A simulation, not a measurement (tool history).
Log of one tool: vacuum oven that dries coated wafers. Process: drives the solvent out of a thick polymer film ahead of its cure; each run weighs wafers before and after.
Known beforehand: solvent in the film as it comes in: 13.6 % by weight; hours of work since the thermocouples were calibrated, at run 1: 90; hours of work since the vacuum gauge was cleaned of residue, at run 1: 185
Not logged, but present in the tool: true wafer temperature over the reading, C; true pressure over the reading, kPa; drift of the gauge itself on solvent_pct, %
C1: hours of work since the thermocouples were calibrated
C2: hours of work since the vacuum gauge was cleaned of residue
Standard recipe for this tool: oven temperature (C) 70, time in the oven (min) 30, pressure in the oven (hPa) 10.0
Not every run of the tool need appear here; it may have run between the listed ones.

{"run": 1, "day": 0.0, "oven temperature (C)": 70, "time in the oven (min)": 30, "pressure in the oven (hPa)": 10.0, "C1": 90, "C2": 185, "solvent left in the film (%)": 2.85}
{"run": 2, "day": 2.092, "oven temperature (C)": 56, "time in the oven (min)": 30, "pressure in the oven (hPa)": 10.0, "C1": 123, "C2": 217, "solvent left in the film (%)": 5.7}
{"run": 3, "day": 5.517, "oven temperature (C)": 59, "time in the oven (min)": 30, "pressure in the oven (hPa)": 10.0, "C1": 176, "C2": 271, "solvent left in the film (%)": 5.08}
{"run": 4, "day": 8.762, "oven temperature (C)": 70, "time in the oven (min)": 45, "pressure in the oven (hPa)": 10.0, "C1": 227, "C2": 321, "solvent left in the film (%)": 1.86}
{"run": 5, "day": 11.154, "oven temperature (C)": 70, "time in the oven (min)": 29, "pressure in the oven (hPa)": 10.0, "C1": 264, "C2": 359, "solvent left in the film (%)": 3.0}
{"run": 6, "day": 13.442, "oven temperature (C)": 70, "time in the oven (min)": 19, "pressure in the oven (hPa)": 10.0, "C1": 300, "C2": 395, "solvent left in the film (%)": 4.48}
{"run": 7, "day": 16.092, "oven temperature (C)": 70, "time in the oven (min)": 19, "pressure in the oven (hPa)": 10.0, "C1": 341, "C2": 436, "solvent left in the film (%)": 4.52}
{"run": 8, "day": 19.692, "oven temperature (C)": 70, "time in the oven (min)": 19, "pressure in the oven (hPa)": 10.0, "C1": 398, "C2": 492, "solvent left in the film (%)": 4.51}
{"run": 9, "day": 21.604, "oven temperature (C)": 70, "time in the oven (min)": 30, "pressure in the oven (hPa)": 10.0, "C1": 427, "C2": 522, "solvent left in the film (%)": 2.96}
{"run": 10, "day": 23.762, "oven temperature (C)": 70, "time in the oven (min)": 30, "pressure in the oven (hPa)": 10.0, "C1": 461, "C2": 556, "solvent left in the film (%)": 2.92}
{"run": 11, "day": 26.229, "oven temperature (C)": 70, "time in the oven (min)": 30, "pressure in the oven (hPa)": 10.0, "C1": 500, "C2": 594, "solvent left in the film (%)": 2.97}
{"run": 12, "day": 29.796, "oven temperature (C)": 70, "time in the oven (min)": 30, "pressure in the oven (hPa)": 6.2, "C1": 555, "C2": 650, "solvent left in the film (%)": 2.61}
{"run": 13, "day": 33.383, "oven temperature (C)": 70, "time in the oven (min)": 30, "pressure in the oven (hPa)": 6.2, "C1": 611, "C2": 706, "solvent left in the film (%)": 2.66}
{"run": 14, "day": 36.912, "oven temperature (C)": 56, "time in the oven (min)": 30, "pressure in the oven (hPa)": 10.0, "C1": 666, "C2": 761, "solvent left in the film (%)": 5.92}
{"run": 15, "day": 38.471, "oven temperature (C)": 70, "time in the oven (min)": 35, "pressure in the oven (hPa)": 10.0, "C1": 691, "C2": 785, "solvent left in the film (%)": 2.59}
{"run": 16, "day": 41.933, "oven temperature (C)": 70, "time in the oven (min)": 30, "pressure in the oven (hPa)": 10.0, "C1": 745, "C2": 839, "solvent left in the film (%)": 3.02}
{"run": 17, "day": 45.312, "oven temperature (C)": 70, "time in the oven (min)": 30, "pressure in the oven (hPa)": 10.0, "C1": 798, "C2": 892, "solvent left in the film (%)": 3.06}
{"run": 18, "day": 47.196, "oven temperature (C)": 70, "time in the oven (min)": 50, "pressure in the oven (hPa)": 21.9, "C1": 827, "C2": 922, "solvent left in the film (%)": 3.07}
{"run": 19, "day": 50.492, "oven temperature (C)": 74, "time in the oven (min)": 18, "pressure in the oven (hPa)": 10.0, "C1": 878, "C2": 973, "solvent left in the film (%)": 4.07}
{"run": 20, "day": 53.029, "oven temperature (C)": 64, "time in the oven (min)": 17, "pressure in the oven (hPa)": 10.0, "C1": 918, "C2": 1013, "solvent left in the film (%)": 6.29}
{"day": 53.867, "done": "oven's thermocouples calibrated"}
{"run": 21, "day": 54.95, "oven temperature (C)": 77, "time in the oven (min)": 47, "pressure in the oven (hPa)": 20.1, "C1": 17, "C2": 1041, "solvent left in the film (%)": 2.17}
{"run": 22, "day": 56.708, "oven temperature (C)": 77, "time in the oven (min)": 47, "pressure in the oven (hPa)": 20.1, "C1": 44, "C2": 1069, "solvent left in the film (%)": 2.11}
{"run": 23, "day": 58.85, "oven temperature (C)": 70, "time in the oven (min)": 30, "pressure in the oven (hPa)": 16.8, "C1": 78, "C2": 1102, "solvent left in the film (%)": 3.93}
{"run": 24, "day": 61.796, "oven temperature (C)": 67, "time in the oven (min)": 51, "pressure in the oven (hPa)": 12.0, "C1": 124, "C2": 1148, "solvent left in the film (%)": 2.62}
{"day": 63.45, "done": "oven's thermocouples calibrated, once more"}
{"run": 25, "day": 63.692, "oven temperature (C)": 67, "time in the oven (min)": 51, "pressure in the oven (hPa)": 12.0, "C1": 4, "C2": 1177, "solvent left in the film (%)": 2.3}
{"run": 26, "day": 65.65, "oven temperature (C)": 74, "time in the oven (min)": 33, "pressure in the oven (hPa)": 10.0, "C1": 34, "C2": 1207, "solvent left in the film (%)": 2.02}
{"run": 27, "day": 67.667, "oven temperature (C)": 58, "time in the oven (min)": 30, "pressure in the oven (hPa)": 10.9, "C1": 66, "C2": 1239, "solvent left in the film (%)": 5.46}
{"run": 28, "day": 70.833, "oven temperature (C)": 58, "time in the oven (min)": 30, "pressure in the oven (hPa)": 10.9, "C1": 115, "C2": 1288, "solvent left in the film (%)": 5.47}
{"run": 29, "day": 74.588, "oven temperature (C)": 61, "time in the oven (min)": 16, "pressure in the oven (hPa)": 37.5, "C1": 174, "C2": 1347, "solvent left in the film (%)": 9.25}
{"run": 30, "day": 77.129, "oven temperature (C)": 61, "time in the oven (min)": 16, "pressure in the oven (hPa)": 37.5, "C1": 214, "C2": 1386, "solvent left in the film (%)": 9.31}
{"run": 31, "day": 79.004, "oven temperature (C)": 56, "time in the oven (min)": 20, "pressure in the oven (hPa)": 10.0, "C1": 243, "C2": 1416, "solvent left in the film (%)": 7.19}

For some of the steps in solvent left in the film (%) from one run to the next: how much would appear even if the tool had no hidden state, given the settings, what came in and random variation, and how much remains for the hidden state plus any gauge scatter that the measured result and the result without hidden state don't share?
Run 13 -> 14: oven temperature (C) 70 -> 56, pressure in the oven (hPa) 6.2 -> 10.0. solvent left in the film (%) +3.26: hidden state +0.13, all else +3.13.
Run 20 -> 21: oven temperature (C) 64 -> 77, time in the oven (min) 17 -> 47, pressure in the oven (hPa) 10.0 -> 20.1, oven's thermocouples calibrated. solvent left in the film (%) -4.12: hidden state -0.03, all else -4.09.
Run 22 -> 23: oven temperature (C) 77 -> 70, time in the oven (min) 47 -> 30, pressure in the oven (hPa) 20.1 -> 16.8. solvent left in the film (%) +1.82: hidden state +0.22, all else +1.60.
Run 24 -> 25: oven's thermocouples calibrated, once more. solvent left in the film (%) -0.32: hidden state -0.34, all else +0.02.
Run 26 -> 27: oven temperature (C) 74 -> 58, time in the oven (min) 33 -> 30, pressure in the oven (hPa) 10.0 -> 10.9. solvent left in the film (%) +3.44: hidden state +0.09, all else +3.35.
Run 28 -> 29: oven temperature (C) 58 -> 61, time in the oven (min) 30 -> 16, pressure in the oven (hPa) 10.9 -> 37.5. solvent left in the film (%) +3.78: hidden state -0.07, all else +3.85.

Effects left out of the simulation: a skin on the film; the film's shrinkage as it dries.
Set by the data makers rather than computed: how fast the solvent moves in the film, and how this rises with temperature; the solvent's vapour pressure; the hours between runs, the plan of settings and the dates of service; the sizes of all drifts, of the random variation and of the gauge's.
